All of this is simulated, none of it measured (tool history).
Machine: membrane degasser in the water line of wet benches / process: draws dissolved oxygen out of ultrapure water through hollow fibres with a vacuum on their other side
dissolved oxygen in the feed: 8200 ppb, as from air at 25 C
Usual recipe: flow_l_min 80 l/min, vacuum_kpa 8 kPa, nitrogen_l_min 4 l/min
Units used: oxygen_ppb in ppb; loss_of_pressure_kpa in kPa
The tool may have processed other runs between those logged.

run 1 hour=0 | flow_l_min=80 vacuum_kpa=8 nitrogen_l_min=4 | oxygen_ppb=339.1 loss_of_pressure_kpa=41.71
run 2 hour=25.3 | flow_l_min=80 vacuum_kpa=8 nitrogen_l_min=4 | oxygen_ppb=335.9 loss_of_pressure_kpa=41.44
run 3 hour=68.9 | flow_l_min=80 vacuum_kpa=8 nitrogen_l_min=4 | oxygen_ppb=336.2 loss_of_pressure_kpa=41.98
run 4 hour=129.3 | flow_l_min=80 vacuum_kpa=8 nitrogen_l_min=4 | oxygen_ppb=337.2 loss_of_pressure_kpa=41.91
run 5 hour=191 | flow_l_min=80 vacuum_kpa=8 nitrogen_l_min=4 | oxygen_ppb=331 loss_of_pressure_kpa=41.81
run 6 hour=216.6 | flow_l_min=80 vacuum_kpa=8 nitrogen_l_min=4 | oxygen_ppb=343.2 loss_of_pressure_kpa=41.67
run 7 hour=278.6 | flow_l_min=80 vacuum_kpa=8 nitrogen_l_min=5.17 | oxygen_ppb=297.4 loss_of_pressure_kpa=41.76
run 8 hour=309 | flow_l_min=80 vacuum_kpa=8 nitrogen_l_min=5.17 | oxygen_ppb=296.9 loss_of_pressure_kpa=42.2
run 9 hour=355.1 | flow_l_min=80 vacuum_kpa=8 nitrogen_l_min=5.17 | oxygen_ppb=292.7 loss_of_pressure_kpa=41.74
run 10 hour=412.6 | flow_l_min=80 vacuum_kpa=15.29 nitrogen_l_min=5.17 | oxygen_ppb=523.9 loss_of_pressure_kpa=41.87
run 11 hour=464.4 | flow_l_min=80 vacuum_kpa=15.29 nitrogen_l_min=5.17 | oxygen_ppb=535.6 loss_of_pressure_kpa=42.32
run 12 hour=499.8 | flow_l_min=80 vacuum_kpa=17.36 nitrogen_l_min=4 | oxygen_ppb=702.9 loss_of_pressure_kpa=41.93
run 13 hour=555.3 | flow_l_min=80 vacuum_kpa=17.36 nitrogen_l_min=4 | oxygen_ppb=709.8 loss_of_pressure_kpa=42.28
run 14 hour=606.2 | flow_l_min=92 vacuum_kpa=8 nitrogen_l_min=4 | oxygen_ppb=417.1 loss_of_pressure_kpa=48.11
run 15 hour=648.2 | flow_l_min=92 vacuum_kpa=8 nitrogen_l_min=4 | oxygen_ppb=426.2 loss_of_pressure_kpa=48.35
run 16 hour=686.9 | flow_l_min=80 vacuum_kpa=7.06 nitrogen_l_min=4 | oxygen_ppb=298.4 loss_of_pressure_kpa=42.12
run 17 hour=722.3 | flow_l_min=53 vacuum_kpa=8 nitrogen_l_min=2.08 | oxygen_ppb=289.6 loss_of_pressure_kpa=27.65
run 18 hour=747.8 | flow_l_min=85 vacuum_kpa=8.52 nitrogen_l_min=4.42 | oxygen_ppb=367.7 loss_of_pressure_kpa=44.61
run 19 hour=806.1 | flow_l_min=85 vacuum_kpa=8.52 nitrogen_l_min=4.42 | oxygen_ppb=381.6 loss_of_pressure_kpa=44.75
run 20 hour=837.7 | flow_l_min=85 vacuum_kpa=8.52 nitrogen_l_min=4.42 | oxygen_ppb=368 loss_of_pressure_kpa=45
run 21 hour=874.7 | flow_l_min=116 vacuum_kpa=8 nitrogen_l_min=10.9 | oxygen_ppb=441.4 loss_of_pressure_kpa=61.43
run 22 hour=915.8 | flow_l_min=84 vacuum_kpa=6.11 nitrogen_l_min=4 | oxygen_ppb=278.2 loss_of_pressure_kpa=44.18
run 23 hour=947.3 | flow_l_min=84 vacuum_kpa=6.11 nitrogen_l_min=4 | oxygen_ppb=280.9 loss_of_pressure_kpa=44.54
run 24 hour=980 | flow_l_min=70 vacuum_kpa=8 nitrogen_l_min=4 | oxygen_ppb=275.4 loss_of_pressure_kpa=37.03
run 25 hour=1017.8 | flow_l_min=70 vacuum_kpa=8 nitrogen_l_min=4 | oxygen_ppb=280.1 loss_of_pressure_kpa=37.3
run 26 hour=1062.5 | flow_l_min=70 vacuum_kpa=8 nitrogen_l_min=4 | oxygen_ppb=275.9 loss_of_pressure_kpa=37.29
run 27 hour=1101.4 | flow_l_min=52 vacuum_kpa=5.73 nitrogen_l_min=10.07 | oxygen_ppb=67.6 loss_of_pressure_kpa=27.35
run 28 hour=1151 | flow_l_min=70 vacuum_kpa=5.73 nitrogen_l_min=10.07 | oxygen_ppb=132.3 loss_of_pressure_kpa=37.09
run 29 hour=1189.4 | flow_l_min=70 vacuum_kpa=5.73 nitrogen_l_min=10.07 | oxygen_ppb=136 loss_of_pressure_kpa=37.23
run 30 hour=1237.9 | flow_l_min=70 vacuum_kpa=5.73 nitrogen_l_min=10.07 | oxygen_ppb=134.3 loss_of_pressure_kpa=37.01
run 31 hour=1265.1 | flow_l_min=70 vacuum_kpa=5.73 nitrogen_l_min=4.58 | oxygen_ppb=180.4 loss_of_pressure_kpa=37.31
run 32 hour=1297.1 | flow_l_min=70 vacuum_kpa=5.73 nitrogen_l_min=4.58 | oxygen_ppb=179.3 loss_of_pressure_kpa=37.57

Alternative continuations, all from the tool just after run 32; predict every row:
run A hour=1331.8 | flow_l_min=91 vacuum_kpa=19.72 nitrogen_l_min=4.58 | oxygen_ppb=? loss_of_pressure_kpa=?
run B hour=1331.8 | flow_l_min=78 vacuum_kpa=15.93 nitrogen_l_min=4.58 | oxygen_ppb=? loss_of_pressure_kpa=?
run C hour=1331.8 | flow_l_min=55 vacuum_kpa=12.3 nitrogen_l_min=1.8 | oxygen_ppb=? loss_of_pressure_kpa=?
run D hour=1331.8 | flow_l_min=70 vacuum_kpa=7.95 nitrogen_l_min=1.92 | oxygen_ppb=? loss_of_pressure_kpa=?

run=A oxygen_ppb=851.8 loss_of_pressure_kpa=48.44
run=B oxygen_ppb=579.3 loss_of_pressure_kpa=41.39
run=C oxygen_ppb=582.7 loss_of_pressure_kpa=29.25
run=D oxygen_ppb=431.9 loss_of_pressure_kpa=37.25
Without the tool's unlogged condition, the same runs would have read:
run=A oxygen_ppb=851.6 loss_of_pressure_kpa=47.54
run=B oxygen_ppb=579.1 loss_of_pressure_kpa=40.62
run=C oxygen_ppb=582.4 loss_of_pressure_kpa=28.7
run=D oxygen_ppb=431.6 loss_of_pressure_kpa=36.55

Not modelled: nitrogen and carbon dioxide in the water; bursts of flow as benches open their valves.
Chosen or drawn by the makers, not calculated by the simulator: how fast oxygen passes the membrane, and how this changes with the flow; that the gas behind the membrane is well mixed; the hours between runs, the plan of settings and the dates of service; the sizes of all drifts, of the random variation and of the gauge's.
